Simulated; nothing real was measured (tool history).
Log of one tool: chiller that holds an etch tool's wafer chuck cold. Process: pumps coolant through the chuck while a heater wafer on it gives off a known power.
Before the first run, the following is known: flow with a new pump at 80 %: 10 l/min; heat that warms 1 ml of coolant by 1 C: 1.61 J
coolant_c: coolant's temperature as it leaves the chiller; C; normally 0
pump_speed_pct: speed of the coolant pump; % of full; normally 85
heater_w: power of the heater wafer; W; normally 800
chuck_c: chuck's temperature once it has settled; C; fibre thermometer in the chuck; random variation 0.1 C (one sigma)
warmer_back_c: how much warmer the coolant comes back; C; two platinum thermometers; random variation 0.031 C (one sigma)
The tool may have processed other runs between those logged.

run,hour,coolant_c,pump_speed_pct,heater_w,chuck_c,warmer_back_c
1,0.0,0,85,800,9.3,2.87
2,112.8,0,85,800,9.3,2.89
3,191.8,0,85,800,9.5,2.84
4,276.1,0,85,421,5.0,1.45
5,369.2,0,85,421,5.0,1.50
6,454.0,0,85,420,5.0,1.52
7,566.2,0,85,420,4.9,1.52
8,625.0,-1,85,800,8.4,2.89
9,754.8,0,84,800,9.8,2.94
10,828.0,0,68,822,11.4,3.78
11,924.2,0,68,822,11.4,3.81
12,1003.5,0,68,822,11.6,3.81
13,1063.1,8,88,815,17.6,2.85
14,1190.6,8,65,577,16.4,2.81
15,1281.5,1,95,883,10.8,2.82
16,1353.1,1,76,800,11.2,3.27

What if the next run were any one of these 5? Each begins from the tool's condition after run 16:
A,1426.6,-3,61,439,?,?
B,1426.6,1,83,411,?,?
C,1426.6,7,65,467,?,?
D,1426.6,6,69,623,?,?
E,1426.6,1,76,500,?,?

run,chuck_c,warmer_back_c
A,3.8,2.32
B,6.1,1.55
C,13.8,2.32
D,15.0,2.87
E,7.6,2.06
Stripped of hidden state, with their random variation kept, the same runs would have yielded:
run,chuck_c,warmer_back_c
A,2.5,2.21
B,5.0,1.48
C,12.5,2.22
D,13.3,2.74
E,6.3,1.97
